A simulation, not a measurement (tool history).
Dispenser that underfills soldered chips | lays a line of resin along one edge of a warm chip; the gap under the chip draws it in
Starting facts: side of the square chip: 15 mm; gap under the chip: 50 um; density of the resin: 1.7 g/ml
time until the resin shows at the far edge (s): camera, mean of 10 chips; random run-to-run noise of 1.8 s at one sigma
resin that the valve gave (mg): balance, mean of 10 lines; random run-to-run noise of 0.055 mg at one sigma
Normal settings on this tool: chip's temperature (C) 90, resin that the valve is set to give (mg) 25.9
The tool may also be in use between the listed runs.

| run | hour | chip's temperature (C) | resin that the valve is set to give (mg) | time until the resin shows at the far edge (s) | resin that the valve gave (mg) |
|---|---|---|---|---|---|
| 1 | 0.0 | 90 | 25.9 | 192.6 | 25.44 |
|  | 6.1 | new syringe of resin |
| 2 | 10.9 | 89 | 25.9 | 216.8 | 25.32 |
|  | 15.3 | new syringe of resin |
| 3 | 20.7 | 90 | 25.9 | 209.6 | 25.22 |
|  | 24.6 | new syringe of resin |
| 4 | 29.4 | 86 | 25.9 | 238.9 | 25.09 |
|  | 34.1 | new syringe of resin |
| 5 | 34.8 | 89 | 25.9 | 178.7 | 25.09 |
|  | 41.8 | dispensing valve cleaned and set on the balance |
|  | 44.3 | new syringe of resin |
| 6 | 45.0 | 89 | 25.9 | 180.3 | 25.82 |
| 7 | 52.1 | 91 | 25.9 | 220.1 | 25.76 |
|  | 53.3 | new syringe of resin |
|  | 62.4 | new syringe of resin |
| 8 | 63.4 | 90 | 25.9 | 176.6 | 25.73 |
| 9 | 68.8 | 90 | 25.9 | 217.2 | 25.74 |
|  | 72.0 | new syringe of resin |
|  | 81.2 | new syringe of resin |
| 10 | 81.2 | 90 | 25.9 | 171.6 | 25.68 |
| 11 | 87.7 | 90 | 25.9 | 223.6 | 25.40 |
|  | 90.9 | new syringe of resin |
| 12 | 93.6 | 90 | 25.9 | 189.9 | 25.47 |
|  | 100.6 | new syringe of resin |
| 13 | 100.6 | 90 | 30.6 | 164.3 | 29.97 |
|  | 109.7 | new syringe of resin |
| 14 | 109.7 | 90 | 30.6 | 165.8 | 29.91 |
| 15 | 116.5 | 90 | 30.6 | 215.6 | 29.95 |
|  | 119.0 | new syringe of resin |
|  | 127.8 | new syringe of resin |
| 16 | 128.0 | 90 | 30.6 | 168.3 | 29.74 |
|  | 135.2 | dispensing valve cleaned and set on the balance |
| 17 | 135.4 | 90 | 25.9 | 220.6 | 25.75 |
|  | 138.0 | new syringe of resin |
| 18 | 140.6 | 90 | 25.9 | 189.4 | 25.86 |
| 19 | 145.9 | 90 | 25.9 | 231.6 | 25.80 |
|  | 147.5 | new syringe of resin |
| 20 | 152.1 | 96 | 27.1 | 167.9 | 26.87 |
|  | 156.6 | new syringe of resin |
| 21 | 159.3 | 104 | 25.5 | 116.8 | 25.23 |
|  | 166.2 | new syringe of resin |
| 22 | 171.0 | 104 | 25.5 | 128.4 | 25.07 |
|  | 175.7 | new syringe of resin |
| 23 | 177.3 | 104 | 25.5 | 118.2 | 24.99 |
| 24 | 182.4 | 104 | 25.5 | 143.0 | 25.03 |
|  | 184.8 | new syringe of resin |
| 25 | 191.7 | 87 | 23.9 | 259.0 | 23.40 |
|  | 193.7 | new syringe of resin |
| 26 | 199.5 | 104 | 25.9 | 133.8 | 25.33 |
|  | 202.8 | new syringe of resin |
| 27 | 209.8 | 104 | 25.9 | 137.5 | 25.21 |
|  | 212.1 | new syringe of resin |
| 28 | 215.9 | 98 | 27.2 | 153.6 | 26.36 |
|  | 221.2 | new syringe of resin |
| 29 | 225.6 | 98 | 27.2 | 151.2 | 26.27 |
|  | 228.1 | dispensing valve cleaned and set on the balance |
|  | 232.0 | new syringe of resin |
| 30 | 232.4 | 88 | 33.2 | 175.0 | 33.03 |
| 31 | 237.9 | 88 | 33.2 | 219.5 | 32.99 |
|  | 241.3 | new syringe of resin |
| 32 | 247.8 | 80 | 30.4 | 303.0 | 30.11 |
|  | 250.1 | new syringe of resin |
|  | 259.2 | new syringe of resin |
| 33 | 259.2 | 86 | 32.0 | 188.4 | 31.61 |
|  | 268.2 | new syringe of resin |
| 34 | 269.3 | 86 | 25.2 | 198.2 | 24.84 |

Consider 3 possible next runs. They are alternatives, not a sequence: every one starts from the tool as it was left by run 34. What does each give?
|  | 277.5 | new syringe of resin |
| A | 281.3 | 93 | 25.2 | ? | ? |
|  | 277.5 | new syringe of resin |
| B | 281.3 | 80 | 31.5 | ? | ? |
|  | 277.5 | new syringe of resin |
| C | 281.3 | 90 | 28.0 | ? | ? |

| run | time until the resin shows at the far edge (s) | resin that the valve gave (mg) |
|---|---|---|
| A | 179.1 | 24.66 |
| B | 268.6 | 30.86 |
| C | 198.9 | 27.42 |
Take away the tool's hidden state, keep each run's random variation, and the runs would have read:
| run | time until the resin shows at the far edge (s) | resin that the valve gave (mg) |
|---|---|---|
| A | 158.3 | 25.18 |
| B | 239.3 | 31.52 |
| C | 176.5 | 27.99 |

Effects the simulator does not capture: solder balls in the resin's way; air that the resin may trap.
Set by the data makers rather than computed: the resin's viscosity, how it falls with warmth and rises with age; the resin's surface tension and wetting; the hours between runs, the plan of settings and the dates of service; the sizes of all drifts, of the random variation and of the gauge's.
